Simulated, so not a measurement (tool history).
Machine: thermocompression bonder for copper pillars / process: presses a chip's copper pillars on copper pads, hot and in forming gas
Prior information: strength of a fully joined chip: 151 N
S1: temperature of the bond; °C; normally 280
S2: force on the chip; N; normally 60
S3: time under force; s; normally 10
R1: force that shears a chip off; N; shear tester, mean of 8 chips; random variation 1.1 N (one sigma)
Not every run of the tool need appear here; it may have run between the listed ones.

Run 1, hour 0: usual settings. Result: R1 96 N.
Run 2, hour 28.2: usual settings. Result: R1 96.5 N.
Run 3, hour 59.8: usual settings. Result: R1 94.6 N.
Run 4, hour 83.2: usual settings but S2 42 N. Result: R1 71.7 N.
Run 5, hour 138.3: usual settings but S2 42 N. Result: R1 71.7 N.
Run 6, hour 192.1: usual settings but S2 53 N. Result: R1 86.3 N.
Run 7, hour 227.9: usual settings but S2 53 N. Result: R1 87.2 N.
Run 8, hour 266: usual settings but S2 53 N, S3 19 s. Result: R1 104.7 N.
Run 9, hour 309.8: usual settings but S2 53 N, S3 19 s. Result: R1 105.3 N.
At hour 337.9: forming gas filter changed.
Run 10, hour 358.2: usual settings but S2 69 N, S3 19 s. Result: R1 121.5 N.
Run 11, hour 412.1: usual settings but S2 69 N, S3 19 s. Result: R1 122.3 N.
Run 12, hour 458.8: usual settings but S1 281 °C, S2 69 N, S3 19 s. Result: R1 121.9 N.
Run 13, hour 496.3: usual settings but S1 281 °C, S2 69 N, S3 8 s. Result: R1 99.4 N.
Run 14, hour 547.7: usual settings but S1 252 °C. Result: R1 71.4 N.
Run 15, hour 586.4: usual settings but S1 309 °C, S2 66 N, S3 12 s. Result: R1 128.1 N.
Run 16, hour 614.6: usual settings but S1 309 °C, S2 66 N, S3 12 s. Result: R1 127.3 N.
Run 17, hour 647.6: usual settings but S1 303 °C, S3 25 s. Result: R1 131.6 N.
Run 18, hour 693.2: usual settings but S1 309 °C, S2 66 N. Result: R1 122.4 N.
Run 19, hour 743.8: usual settings but S2 42 N. Result: R1 70 N.
Run 20, hour 785.5: usual settings but S2 42 N. Result: R1 72.4 N.
Run 21, hour 813.6: usual settings but S2 52 N, S3 9 s. Result: R1 82.4 N.
Run 22, hour 860.9: usual settings but S2 51 N, S3 5 s. Result: R1 65.6 N.
Run 23, hour 884.1: usual settings but S2 51 N, S3 5 s. Result: R1 65.1 N.

Forecast each of these 3 alternatives for the next run:
At hour 893.7: forming gas filter changed.
Run A, hour 940: usual settings but S2 57 N, S3 9 s. Result: R1 ?.
At hour 893.7: forming gas filter changed.
Run B, hour 940: usual settings but S1 269 °C, S2 66 N, S3 5 s. Result: R1 ?.
At hour 893.7: forming gas filter changed.
Run C, hour 940: usual settings but S1 276 °C. Result: R1 ?.

run    R1
  A  87.2
  B    73
  C  91.4
Without the tool's unlogged condition, the same runs would have read:
run    R1
  A  87.4
  B  73.2
  C  91.7

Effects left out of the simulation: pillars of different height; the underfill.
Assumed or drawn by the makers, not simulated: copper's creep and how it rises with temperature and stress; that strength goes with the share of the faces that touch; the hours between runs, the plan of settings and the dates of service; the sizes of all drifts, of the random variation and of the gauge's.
